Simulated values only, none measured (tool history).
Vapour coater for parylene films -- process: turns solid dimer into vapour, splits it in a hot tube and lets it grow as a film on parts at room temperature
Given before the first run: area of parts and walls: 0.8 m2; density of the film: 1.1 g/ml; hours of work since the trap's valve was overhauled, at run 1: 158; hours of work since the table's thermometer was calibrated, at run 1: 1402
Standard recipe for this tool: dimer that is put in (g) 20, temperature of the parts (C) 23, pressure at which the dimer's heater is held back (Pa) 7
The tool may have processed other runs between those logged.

run	hour	dimer that is put in (g)	temperature of the parts (C)	pressure at which the dimer's heater is held back (Pa)	hours of work since the trap's valve was overhauled	hours of work since the table's thermometer was calibrated	thickness of the film (µm)
1	0	20	23	7	158	1402	16.19
2	60.8	8	23	7	194	1439	6.43
3	111.1	8	23	7	224	1469	6.33
4	153	19	23	7	249	1494	15.09
5	196.8	19	23	7	275	1520	15.16
# hour 222: trap's valve overhauled
6	238.1	20	17	7	10	1542	19.98
7	289.1	20	21	7	40	1573	17.5
8	341.7	20	23	5.29	71	1604	17.02
9	396.8	20	23	7	104	1637	16.08
10	463.7	20	23	7	144	1677	16.14
11	501.5	20	26	7	167	1699	14.48
12	529.1	20	26	7	183	1716	14.42
13	561.5	19	26	7	203	1735	13.74
14	618	20	26	7	236	1769	14.27
15	663.6	20	18	7	264	1796	18.56
16	692.3	20	18	7	281	1813	18.35
# hour 711.2: trap's valve overhauled
17	760.7	20	23	7	30	1852	16.32
18	804.8	20	23	7	56	1878	16.27
19	836.8	20	23	7	75	1897	16.24
20	873.8	20	23	7	97	1919	16.11
21	916.5	17	23	7	123	1945	13.59
22	981.9	20	23	7	162	1984	15.97
23	1021.1	20	23	7	185	2007	15.85
24	1076.4	20	23	7	218	2040	15.82
25	1110.1	34	26	7	238	2060	24.15
26	1139.3	34	26	2.19	256	2078	28.66
27	1168.1	34	26	2.19	273	2095	29.01
# hour 1198: trap's valve overhauled
# hour 1233.7: table's thermometer calibrated
28	1236.2	25	17	5.33	22	1	26.66
29	1300.3	20	23	3.08	60	40	19.03
30	1351.9	33	35	7.06	91	71	18.64
31	1389.4	20	17	7	114	93	20.08
32	1428.3	23	17	2.07	137	116	25.09
33	1487.6	23	17	2.07	172	152	24.85
34	1544.3	34	17	2.07	206	185	36.53
35	1580.8	34	17	2.07	228	207	36.58
36	1615.2	18	17	2.9	248	228	19.13
# hour 1684.3: trap's valve overhauled
37	1684.3	20	19	7	0	267	19.07
38	1726.2	16	23	2.79	25	292	15.51
39	1793.8	17	29	4.73	65	332	12.33
40	1833.8	20	35	4.64	89	356	11.9
41	1880.6	19	22	2.56	117	384	18.79
42	1930.9	19	22	2.56	147	414	18.86
43	1996	23	19	3.94	186	453	22.98
44	2057.8	20	25	4.63	223	489	15.96
45	2106.4	18	16	11.83	252	518	16.67
46	2158.7	17	23	7.6	283	550	13.23

Hidden condition of the tool, last listed run before each entry between runs versus first listed run after:
Between runs 5 and 6: trap's valve overhauled (hour 222)
  vapour lost through the trap's worn valve, %: 4.7 -> 0.3; true temperature of the parts over the reading, C: 0.65 -> 0.66
  the result without the hidden state subtracted from the measured one, thickness of the film (µm): -1.09 -> -0.5
Between runs 16 and 17: trap's valve overhauled (hour 711.2)
  vapour lost through the trap's worn valve, %: 5.1 -> 0.9; true temperature of the parts over the reading, C: 0.77 -> 0.79
  the result without the hidden state subtracted from the measured one, thickness of the film (µm): -1.47 -> -0.58
Between runs 27 and 28: trap's valve overhauled (hour 1198); table's thermometer calibrated (hour 1233.7)
  vapour lost through the trap's worn valve, %: 5.2 -> 0.5; true temperature of the parts over the reading, C: 0.89 -> 0.12
  the result without the hidden state subtracted from the measured one, thickness of the film (µm): -2.5 -> -0.23
Between runs 36 and 37: trap's valve overhauled (hour 1684.3)
  vapour lost through the trap's worn valve, %: 4.5 -> 0.3; true temperature of the parts over the reading, C: 0.21 -> 0.22
  the result without the hidden state subtracted from the measured one, thickness of the film (µm): -0.91 -> -0.19

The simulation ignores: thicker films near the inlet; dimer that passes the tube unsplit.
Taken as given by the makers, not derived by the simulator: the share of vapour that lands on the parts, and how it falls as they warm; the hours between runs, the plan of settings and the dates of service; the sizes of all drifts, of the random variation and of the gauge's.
